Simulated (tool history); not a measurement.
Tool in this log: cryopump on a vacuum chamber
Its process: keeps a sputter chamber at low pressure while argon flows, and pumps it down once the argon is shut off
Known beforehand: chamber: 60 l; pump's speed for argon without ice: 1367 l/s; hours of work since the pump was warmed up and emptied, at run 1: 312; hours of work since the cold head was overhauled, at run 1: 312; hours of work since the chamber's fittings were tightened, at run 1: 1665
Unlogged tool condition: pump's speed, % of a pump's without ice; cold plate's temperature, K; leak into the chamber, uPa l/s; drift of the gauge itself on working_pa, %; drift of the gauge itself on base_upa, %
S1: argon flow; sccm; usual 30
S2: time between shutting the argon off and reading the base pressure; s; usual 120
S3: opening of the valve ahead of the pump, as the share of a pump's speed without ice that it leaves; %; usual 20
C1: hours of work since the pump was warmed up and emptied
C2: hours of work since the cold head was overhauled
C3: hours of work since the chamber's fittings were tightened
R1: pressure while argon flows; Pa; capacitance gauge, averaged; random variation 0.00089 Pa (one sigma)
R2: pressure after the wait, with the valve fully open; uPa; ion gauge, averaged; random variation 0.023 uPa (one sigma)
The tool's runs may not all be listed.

Run 1, day 0.000: usual settings; C1 312; C2 312; C3 1665. Result: R1 0.1868 Pa, R2 1.58 uPa.
Run 2, day 0.629: usual settings but S1 35 sccm; C1 319; C2 319; C3 1671. Result: R1 0.2187 Pa, R2 1.51 uPa.
Run 3, day 1.412: usual settings but S1 35 sccm; C1 326; C2 326; C3 1678. Result: R1 0.2195 Pa, R2 1.54 uPa.
Run 4, day 2.033: usual settings but S1 57 sccm; C1 332; C2 332; C3 1684. Result: R1 0.3532 Pa, R2 1.50 uPa.
Run 5, day 3.004: usual settings but S1 57 sccm; C1 341; C2 341; C3 1694. Result: R1 0.3573 Pa, R2 1.56 uPa.
Run 6, day 3.612: usual settings; C1 347; C2 347; C3 1699. Result: R1 0.1890 Pa, R2 1.60 uPa.
Run 7, day 4.729: usual settings; C1 358; C2 358; C3 1710. Result: R1 0.1900 Pa, R2 1.58 uPa.
Run 8, day 5.758: usual settings; C1 368; C2 368; C3 1720. Result: R1 0.1868 Pa, R2 1.62 uPa.
Run 9, day 6.767: usual settings but S1 25 sccm; C1 378; C2 378; C3 1730. Result: R1 0.1564 Pa, R2 1.62 uPa.
Run 10, day 7.283: usual settings but S1 25 sccm; C1 383; C2 383; C3 1735. Result: R1 0.1553 Pa, R2 1.59 uPa.
Run 11, day 8.146: usual settings but S1 25 sccm; C1 391; C2 391; C3 1743. Result: R1 0.1561 Pa, R2 1.55 uPa.
Run 12, day 8.888: usual settings; C1 398; C2 398; C3 1750. Result: R1 0.1870 Pa, R2 1.59 uPa.
Run 13, day 9.592: usual settings; C1 405; C2 405; C3 1757. Result: R1 0.1876 Pa, R2 1.57 uPa.
Run 14, day 10.638: usual settings; C1 415; C2 415; C3 1767. Result: R1 0.1890 Pa, R2 1.66 uPa.
Run 15, day 11.579: usual settings; C1 424; C2 424; C3 1776. Result: R1 0.1874 Pa, R2 1.63 uPa.
Run 16, day 12.079: usual settings; C1 429; C2 429; C3 1781. Result: R1 0.1882 Pa, R2 1.67 uPa.
Run 17, day 13.179: usual settings; C1 439; C2 439; C3 1792. Result: R1 0.1878 Pa, R2 1.67 uPa.
Run 18, day 14.042: usual settings; C1 448; C2 448; C3 1800. Result: R1 0.1871 Pa, R2 1.66 uPa.

The next listed run, before its measurement:
Run 19, day 15.029: usual settings but S1 22 sccm, S2 123 s; C1 457; C2 457; C3 1809. Result: R1 ?, R2 ?.

Run 19 gave R1 0.1384 Pa, R2 1.64 uPa.
Minus the tool's unlogged condition, the same run would have read R1 0.1365 Pa, R2 0.79 uPa.

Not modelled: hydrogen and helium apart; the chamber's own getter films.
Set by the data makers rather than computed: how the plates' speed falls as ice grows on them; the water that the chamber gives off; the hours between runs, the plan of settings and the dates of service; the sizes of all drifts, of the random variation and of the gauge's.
